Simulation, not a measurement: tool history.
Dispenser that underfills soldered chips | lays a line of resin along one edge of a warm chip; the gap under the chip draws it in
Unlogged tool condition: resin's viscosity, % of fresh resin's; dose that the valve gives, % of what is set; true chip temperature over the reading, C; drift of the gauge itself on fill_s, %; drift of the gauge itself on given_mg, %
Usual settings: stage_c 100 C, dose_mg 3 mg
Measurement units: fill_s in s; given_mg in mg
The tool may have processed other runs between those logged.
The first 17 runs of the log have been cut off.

run	hour	stage_c	dose_mg	hours of work since the syringe was changed	hours of work since the valve was cleaned	hours of work since the stage was calibrated	fill_s	given_mg
18	80.7	100	3	8	37	169	38.7	2.937
# hour 84.1: new syringe of resin
19	86.8	96	3.15	2	41	173	31.7	3.075
20	92.8	86	3	5	44	176	49.4	2.921
# hour 95.5: dispensing valve cleaned and set on the balance
21	98	86	3	8	2	179	55.3	3.013
# hour 102.1: new syringe of resin
22	102.3	86	3	0	4	181	39.4	3.011
23	105.5	86	3	2	6	183	44.1	2.986
24	108.2	96	3.1	4	8	185	35.7	3.093
25	114	107	2.9	7	11	189	31.5	2.889
26	117.4	102	3.9	9	13	191	36.9	3.883
# hour 118.9: new syringe of resin
27	121.3	102	3.9	1	15	193	27.4	3.874
28	126.4	87	3.9	5	19	196	46.1	3.856
29	129.2	114	3.6	6	20	198	24.1	3.559
30	132.2	114	3.6	8	22	200	26.6	3.566
# hour 135.9: new syringe of resin
31	138	101	2.8	1	26	203	28.1	2.768
32	140.6	101	3.46	3	27	205	29.7	3.407
33	145.9	101	3.46	6	31	208	33	3.405
34	151.2	85	3.42	9	34	211	57.6	3.358
# hour 152.9: new syringe of resin
35	154.4	100	3.46	1	36	213	27.6	3.396

Here are 4 independent what-if runs from the current tool condition. What would each one return?
A	158.7	106	3.08	4	38	215	?	?
B	158.7	102	3.84	4	38	215	?	?
C	158.7	100	3.59	4	38	215	?	?
D	158.7	100	3.18	4	38	215	?	?

run	fill_s	given_mg
A	26.8	3.024
B	29	3.758
C	30.9	3.517
D	30.9	3.114
With no hidden state in the tool, these same runs would have given:
run	fill_s	given_mg
A	22.5	3.085
B	24.3	3.834
C	26	3.589
D	25.9	3.178
